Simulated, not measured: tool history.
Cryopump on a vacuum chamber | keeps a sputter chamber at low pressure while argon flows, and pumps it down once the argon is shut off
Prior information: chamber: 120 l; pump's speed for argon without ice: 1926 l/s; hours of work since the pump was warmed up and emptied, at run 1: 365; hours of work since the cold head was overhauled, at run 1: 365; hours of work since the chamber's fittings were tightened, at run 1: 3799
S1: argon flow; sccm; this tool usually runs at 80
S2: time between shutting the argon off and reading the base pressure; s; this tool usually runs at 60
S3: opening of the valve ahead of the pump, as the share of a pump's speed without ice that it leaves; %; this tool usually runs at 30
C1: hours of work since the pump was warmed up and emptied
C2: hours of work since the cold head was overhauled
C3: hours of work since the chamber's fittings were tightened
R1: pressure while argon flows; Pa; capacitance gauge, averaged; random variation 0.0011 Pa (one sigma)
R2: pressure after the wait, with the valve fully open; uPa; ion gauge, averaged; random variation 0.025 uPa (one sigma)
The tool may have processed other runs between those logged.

run    hour   S1   S2  S3   C1    C2    C3      R1    R2
  1     0.0   80   60  30  365   365  3799  0.2377  2.98
  2    51.8   80   60  30  402   402  3836  0.2402  3.01
  3    79.1   61   60  30  421   421  3855  0.1833  2.97
      111.8  -- leaking fittings of the chamber tightened, without venting
  4   122.0   80   60  53  450   450     7  0.1393  1.01
  5   152.0   80   60  53  471   471    28  0.1400  1.10
  6   181.1   80   60  53  491   491    49  0.1401  1.08
  7   230.3   80   60  51  526   526    83  0.1457  1.11
  8   268.8   80   60  38  553   553   110  0.1956  1.08
  9   314.2   80   60  38  585   585   142  0.1943  1.08
 10   365.4   80  195  38  621   621   178  0.1940  0.55
 11   411.2   80  195  38  653   653   210  0.1953  0.52
 12   456.1   49   60  30  684   684   242  0.1523  1.13
      493.1  -- pump warmed up, emptied and cooled again
 13   505.7  111   60  30    9   716   273  0.3268  1.10
 14   557.1   80   60  30   45   752   309  0.2352  1.14
 15   610.7   80   32  30   83   789   347  0.2357  1.91
 16   660.0   80   32  30  117   824   382  0.2371  1.95
 17   684.2   90   60  30  134   841   399  0.2646  1.22
 18   738.0   80   95  18  172   879   436  0.3925  0.95
 19   767.2  122   60  48  193   899   457  0.2296  1.22
 20   812.5  146   60  30  224   931   489  0.4340  1.23
 21   862.7  146   60  30  260   966   524  0.4361  1.28
 22   887.3  146   60  30  277   984   541  0.4367  1.26
 23   913.8  146   60  30  296  1002   560  0.4375  1.33
 24   956.9  146   60  30  326  1033   590  0.4353  1.29
 25  1004.7   69   21  57  360  1066   624  0.1116  2.94
 26  1055.3   80  238  59  395  1102   659  0.1261  0.71
 27  1104.1   80  238  59  429  1136   694  0.1268  0.75
 28  1160.8   80  192  19  469  1176   734  0.3764  0.87
 29  1209.4   91  192  42  503  1210   768  0.2025  0.86
 30  1237.4   91  192  39  523  1230   787  0.2156  0.84
 31  1285.9   91  192  39  557  1264   821  0.2168  0.88
 32  1327.5   67  287  21  586  1293   851  0.2897  0.83
 33  1364.9   67  287  21  613  1319   877  0.2898  0.84
 34  1389.0   67  287  21  630  1336   894  0.2916  0.83

Predict each of these 4 candidate next runs independently; none follows another, all start after run 34:
  A  1436.0  115  120  17  663  1369  927   ?   ?
  B  1436.0  105   50  30  663  1369  927   ?   ?
  C  1436.0   49   86  16  663  1369  927   ?   ?
  D  1436.0   88  287  56  663  1369  927   ?   ?

run      R1    R2
  A  0.6133  1.15
  B  0.3216  1.76
  C  0.2760  1.29
  D  0.1504  0.88
Had the tool no hidden state, the same runs would have come out as:
run      R1    R2
  A  0.5963  0.61
  B  0.3061  1.20
  C  0.2687  0.74
  D  0.1374  0.33
